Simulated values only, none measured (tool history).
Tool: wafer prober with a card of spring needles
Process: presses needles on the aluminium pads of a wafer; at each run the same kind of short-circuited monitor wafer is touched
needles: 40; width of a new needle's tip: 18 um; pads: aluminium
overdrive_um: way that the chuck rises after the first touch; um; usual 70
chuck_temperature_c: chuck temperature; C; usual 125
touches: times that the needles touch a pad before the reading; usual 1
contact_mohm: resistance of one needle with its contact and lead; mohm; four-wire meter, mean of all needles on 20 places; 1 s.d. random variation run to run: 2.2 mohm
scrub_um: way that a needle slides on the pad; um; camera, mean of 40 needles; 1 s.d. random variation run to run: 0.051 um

{"run": 1, "hour": 0.0, "overdrive_um": 70, "chuck_temperature_c": 125, "touches": 1, "contact_mohm": 246, "scrub_um": 14.3}
{"hour": 7.0, "done": "tips cleaned on abrasive film"}
{"run": 2, "hour": 11.7, "overdrive_um": 70, "chuck_temperature_c": 125, "touches": 1, "contact_mohm": 278, "scrub_um": 14.17}
{"hour": 14.3, "done": "tips cleaned on abrasive film"}
{"run": 3, "hour": 20.6, "overdrive_um": 70, "chuck_temperature_c": 67, "touches": 1, "contact_mohm": 266, "scrub_um": 14.22}
{"hour": 21.7, "done": "tips cleaned on abrasive film"}
{"run": 4, "hour": 26.4, "overdrive_um": 70, "chuck_temperature_c": 67, "touches": 1, "contact_mohm": 268, "scrub_um": 14.17}
{"hour": 29.4, "done": "tips cleaned on abrasive film"}
{"hour": 36.9, "done": "tips cleaned on abrasive film"}
{"run": 5, "hour": 37.4, "overdrive_um": 70, "chuck_temperature_c": 67, "touches": 1, "contact_mohm": 241, "scrub_um": 14.15}
{"hour": 44.0, "done": "tips cleaned on abrasive film"}
{"run": 6, "hour": 44.0, "overdrive_um": 70, "chuck_temperature_c": 67, "touches": 1, "contact_mohm": 237, "scrub_um": 14.07}
{"hour": 51.4, "done": "tips cleaned on abrasive film"}
{"run": 7, "hour": 51.4, "overdrive_um": 70, "chuck_temperature_c": 67, "touches": 1, "contact_mohm": 235, "scrub_um": 14.13}
{"hour": 58.4, "done": "tips cleaned on abrasive film"}
{"run": 8, "hour": 58.4, "overdrive_um": 70, "chuck_temperature_c": 125, "touches": 1, "contact_mohm": 249, "scrub_um": 14.1}
{"hour": 66.2, "done": "tips cleaned on abrasive film"}
{"run": 9, "hour": 67.1, "overdrive_um": 70, "chuck_temperature_c": 125, "touches": 1, "contact_mohm": 259, "scrub_um": 13.91}
{"hour": 73.3, "done": "tips cleaned on abrasive film"}
{"run": 10, "hour": 78.4, "overdrive_um": 70, "chuck_temperature_c": 125, "touches": 1, "contact_mohm": 276, "scrub_um": 13.94}
{"hour": 81.1, "done": "tips cleaned on abrasive film"}
{"run": 11, "hour": 85.9, "overdrive_um": 70, "chuck_temperature_c": 125, "touches": 1, "contact_mohm": 271, "scrub_um": 13.98}
{"hour": 88.2, "done": "tips cleaned on abrasive film"}
{"hour": 95.7, "done": "tips cleaned on abrasive film"}
{"run": 12, "hour": 96.9, "overdrive_um": 70, "chuck_temperature_c": 125, "touches": 1, "contact_mohm": 263, "scrub_um": 13.97}
{"hour": 102.6, "done": "tips cleaned on abrasive film"}
{"hour": 109.6, "done": "tips cleaned on abrasive film"}
{"run": 13, "hour": 109.8, "overdrive_um": 70, "chuck_temperature_c": 125, "touches": 1, "contact_mohm": 252, "scrub_um": 13.89}
{"hour": 116.5, "done": "tips cleaned on abrasive film"}
{"run": 14, "hour": 121.8, "overdrive_um": 70, "chuck_temperature_c": 125, "touches": 1, "contact_mohm": 280, "scrub_um": 13.95}
{"hour": 123.4, "done": "tips cleaned on abrasive film"}
{"run": 15, "hour": 127.9, "overdrive_um": 70, "chuck_temperature_c": 125, "touches": 1, "contact_mohm": 277, "scrub_um": 14.0}
{"hour": 131.1, "done": "tips cleaned on abrasive film"}
{"hour": 138.9, "done": "tips cleaned on abrasive film"}
{"run": 16, "hour": 141.8, "overdrive_um": 70, "chuck_temperature_c": 125, "touches": 1, "contact_mohm": 272, "scrub_um": 13.88}
{"hour": 145.9, "done": "tips cleaned on abrasive film"}
{"hour": 153.3, "done": "tips cleaned on abrasive film"}
{"run": 17, "hour": 155.1, "overdrive_um": 70, "chuck_temperature_c": 65, "touches": 1, "contact_mohm": 251, "scrub_um": 13.8}
{"hour": 160.5, "done": "tips cleaned on abrasive film"}
{"run": 18, "hour": 162.1, "overdrive_um": 70, "chuck_temperature_c": 65, "touches": 1, "contact_mohm": 257, "scrub_um": 13.8}
{"hour": 167.7, "done": "tips cleaned on abrasive film"}
{"run": 19, "hour": 168.6, "overdrive_um": 56, "chuck_temperature_c": 73, "touches": 1, "contact_mohm": 262, "scrub_um": 10.86}
{"hour": 175.0, "done": "tips cleaned on abrasive film"}
{"run": 20, "hour": 178.6, "overdrive_um": 69, "chuck_temperature_c": 40, "touches": 2, "contact_mohm": 245, "scrub_um": 13.5}
{"hour": 181.9, "done": "tips cleaned on abrasive film"}
{"hour": 189.1, "done": "tips cleaned on abrasive film"}
{"run": 21, "hour": 189.3, "overdrive_um": 62, "chuck_temperature_c": 125, "touches": 1, "contact_mohm": 256, "scrub_um": 12.18}
{"hour": 196.0, "done": "tips cleaned on abrasive film"}
{"run": 22, "hour": 202.2, "overdrive_um": 84, "chuck_temperature_c": 125, "touches": 1, "contact_mohm": 269, "scrub_um": 16.63}
{"hour": 203.6, "done": "tips cleaned on abrasive film"}
{"run": 23, "hour": 208.3, "overdrive_um": 85, "chuck_temperature_c": 99, "touches": 1, "contact_mohm": 260, "scrub_um": 16.71}
{"hour": 211.2, "done": "tips cleaned on abrasive film"}
{"run": 24, "hour": 214.8, "overdrive_um": 86, "chuck_temperature_c": 32, "touches": 2, "contact_mohm": 237, "scrub_um": 16.98}
{"hour": 218.7, "done": "tips cleaned on abrasive film"}
{"hour": 226.7, "done": "tips cleaned on abrasive film"}
{"run": 25, "hour": 228.2, "overdrive_um": 70, "chuck_temperature_c": 125, "touches": 2, "contact_mohm": 263, "scrub_um": 13.7}
{"hour": 233.6, "done": "tips cleaned on abrasive film"}
{"hour": 240.7, "done": "tips cleaned on abrasive film"}
{"run": 26, "hour": 241.3, "overdrive_um": 70, "chuck_temperature_c": 58, "touches": 2, "contact_mohm": 239, "scrub_um": 13.55}
{"hour": 242.4, "done": "height of the first contact set anew"}
{"hour": 248.9, "done": "tips cleaned on abrasive film"}
{"run": 27, "hour": 249.4, "overdrive_um": 70, "chuck_temperature_c": 58, "touches": 2, "contact_mohm": 234, "scrub_um": 14.24}
{"hour": 256.0, "done": "tips cleaned on abrasive film"}
{"run": 28, "hour": 261.7, "overdrive_um": 70, "chuck_temperature_c": 125, "touches": 2, "contact_mohm": 271, "scrub_um": 14.24}
{"hour": 263.6, "done": "tips cleaned on abrasive film"}
{"hour": 270.6, "done": "tips cleaned on abrasive film"}
{"run": 29, "hour": 270.6, "overdrive_um": 66, "chuck_temperature_c": 125, "touches": 1, "contact_mohm": 247, "scrub_um": 13.38}
{"hour": 277.9, "done": "tips cleaned on abrasive film"}
{"run": 30, "hour": 282.0, "overdrive_um": 66, "chuck_temperature_c": 125, "touches": 1, "contact_mohm": 281, "scrub_um": 13.36}
{"hour": 285.3, "done": "tips cleaned on abrasive film"}
{"hour": 293.3, "done": "tips cleaned on abrasive film"}
{"run": 31, "hour": 295.8, "overdrive_um": 73, "chuck_temperature_c": 39, "touches": 2, "contact_mohm": 243, "scrub_um": 14.78}
{"hour": 301.0, "done": "tips cleaned on abrasive film"}
{"hour": 308.0, "done": "tips cleaned on abrasive film"}
{"run": 32, "hour": 308.6, "overdrive_um": 73, "chuck_temperature_c": 48, "touches": 1, "contact_mohm": 240, "scrub_um": 14.84}

Here are 3 independent what-if runs from the current tool condition. What would each one return?
{"run": "A", "hour": 314.5, "overdrive_um": 70, "chuck_temperature_c": 32, "touches": 1, "contact_mohm": "?", "scrub_um": "?"}
{"run": "B", "hour": 314.5, "overdrive_um": 66, "chuck_temperature_c": 78, "touches": 2, "contact_mohm": "?", "scrub_um": "?"}
{"run": "C", "hour": 314.5, "overdrive_um": 70, "chuck_temperature_c": 125, "touches": 1, "contact_mohm": "?", "scrub_um": "?"}

run=A contact_mohm=265 scrub_um=14.13
run=B contact_mohm=269 scrub_um=13.34
run=C contact_mohm=286 scrub_um=14.05
With no hidden state in the tool, these same runs would have given:
run=A contact_mohm=221 scrub_um=14.30
run=B contact_mohm=240 scrub_um=13.51
run=C contact_mohm=248 scrub_um=14.22
